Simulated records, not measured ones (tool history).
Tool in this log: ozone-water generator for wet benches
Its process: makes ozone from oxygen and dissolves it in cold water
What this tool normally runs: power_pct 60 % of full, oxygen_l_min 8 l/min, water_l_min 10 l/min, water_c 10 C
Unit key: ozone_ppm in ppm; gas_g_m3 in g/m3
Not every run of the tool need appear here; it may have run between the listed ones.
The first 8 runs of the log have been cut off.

run	hour	power_pct	oxygen_l_min	water_l_min	water_c	ozone_ppm	gas_g_m3
9	192.8	60	8	10	15	32.2	158.2
10	209.3	60	8	10	15	32.8	157
11	230.2	60	8	10	10	36.1	156
12	253.4	60	8	10	10	36.5	157.6
13	277.3	60	8	10	10	35.8	156.1
14	306.6	60	8	10	10	36.2	158
15	334.4	60	8	10	10	36.5	155.3
16	364.9	60	8	10	10	36.3	156.1
17	389	60	8	10	10	36	156.4
18	405.8	60	8	10	10	35.9	157.3
# hour 409.7: gauge calibrated
19	434.1	60	8	10	10	36.4	159.8
20	451.9	60	8	10	10	36.3	160.2
21	469.2	54	8	8	10	37.4	147.1
22	485.9	60	5.62	10	10	35.5	177.1
23	501.8	97	5.62	16	10	36.5	252
24	525.3	60	7.72	10	9	36.7	158.9
25	540.1	60	7.72	10	12	35	162.5
26	565.9	61	9.59	10	12	35.1	153.6
27	591.7	61	12.33	10	12	34.6	138.7
28	618.2	60	13.11	8	7	42	134.4
29	632.2	91	8	10	10	48.9	212.7

Estimate the outcome of run 30 from the log above:
30	662.7	91	8	10	10	?	?

ozone_ppm: 49.1 ppm
gas_g_m3: 211.7 g/m3
Minus the tool's unlogged condition, the same run would have read ozone_ppm 49.2 ppm, gas_g_m3 215.8 g/m3.
